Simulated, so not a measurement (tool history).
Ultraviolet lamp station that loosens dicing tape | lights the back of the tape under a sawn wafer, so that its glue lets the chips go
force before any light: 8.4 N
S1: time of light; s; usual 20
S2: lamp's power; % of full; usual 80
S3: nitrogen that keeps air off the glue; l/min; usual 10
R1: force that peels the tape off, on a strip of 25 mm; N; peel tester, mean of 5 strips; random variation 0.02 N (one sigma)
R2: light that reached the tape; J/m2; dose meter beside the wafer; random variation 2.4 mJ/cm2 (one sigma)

run 1 hour=0 | S1=20 S2=80 S3=10 | R1=1.351 R2=2180
run 2 hour=6.1 | S1=20 S2=80 S3=10 | R1=1.328 R2=2120
run 3 hour=15.3 | S1=20 S2=80 S3=16 | R1=1.028 R2=2150
run 4 hour=19 | S1=20 S2=80 S3=10 | R1=1.319 R2=2170
run 5 hour=24.8 | S1=20 S2=80 S3=7 | R1=1.501 R2=2140
run 6 hour=32.8 | S1=20 S2=80 S3=7 | R1=1.626 R2=2170
-- hour=34.7 window cleaned of glue's vapour
run 7 hour=39 | S1=20 S2=80 S3=7 | R1=1.258 R2=2440
run 8 hour=45.4 | S1=20 S2=80 S3=7 | R1=1.262 R2=2480
run 9 hour=52.9 | S1=20 S2=83 S3=10 | R1=0.979 R2=2520
run 10 hour=60.7 | S1=20 S2=83 S3=10 | R1=0.975 R2=2550
run 11 hour=68.6 | S1=19 S2=71 S3=4 | R1=2.288 R2=2080
run 12 hour=76.7 | S1=19 S2=71 S3=4 | R1=2.223 R2=2060
run 13 hour=81.1 | S1=39 S2=88 S3=10 | R1=0.151 R2=5260
run 14 hour=86.2 | S1=39 S2=88 S3=10 | R1=0.133 R2=5240
run 15 hour=89.9 | S1=20 S2=64 S3=6 | R1=1.995 R2=1930
run 16 hour=97.4 | S1=19 S2=62 S3=10 | R1=1.791 R2=1780
run 17 hour=104.6 | S1=25 S2=78 S3=11 | R1=0.681 R2=2970
run 18 hour=112 | S1=25 S2=78 S3=11 | R1=0.64 R2=2940
run 19 hour=117.1 | S1=37 S2=68 S3=11 | R1=0.326 R2=3810
run 20 hour=122.4 | S1=14 S2=68 S3=4 | R1=3.371 R2=1430

Forecast each of these 4 alternatives for the next run:
run A hour=126.7 | S1=11 S2=89 S3=16 | R1=? R2=?
run B hour=126.7 | S1=27 S2=67 S3=10 | R1=? R2=?
run C hour=126.7 | S1=14 S2=99 S3=7 | R1=? R2=?
run D hour=126.7 | S1=13 S2=87 S3=5 | R1=? R2=?

run=A R1=2.096 R2=1470
run=B R1=0.827 R2=2730
run=C R1=1.661 R2=2070
run=D R1=2.551 R2=1700
Without the tool's hidden state the same runs would have given:
run=A R1=1.927 R2=1560
run=B R1=0.724 R2=2900
run=C R1=1.51 R2=2190
run=D R1=2.377 R2=1800
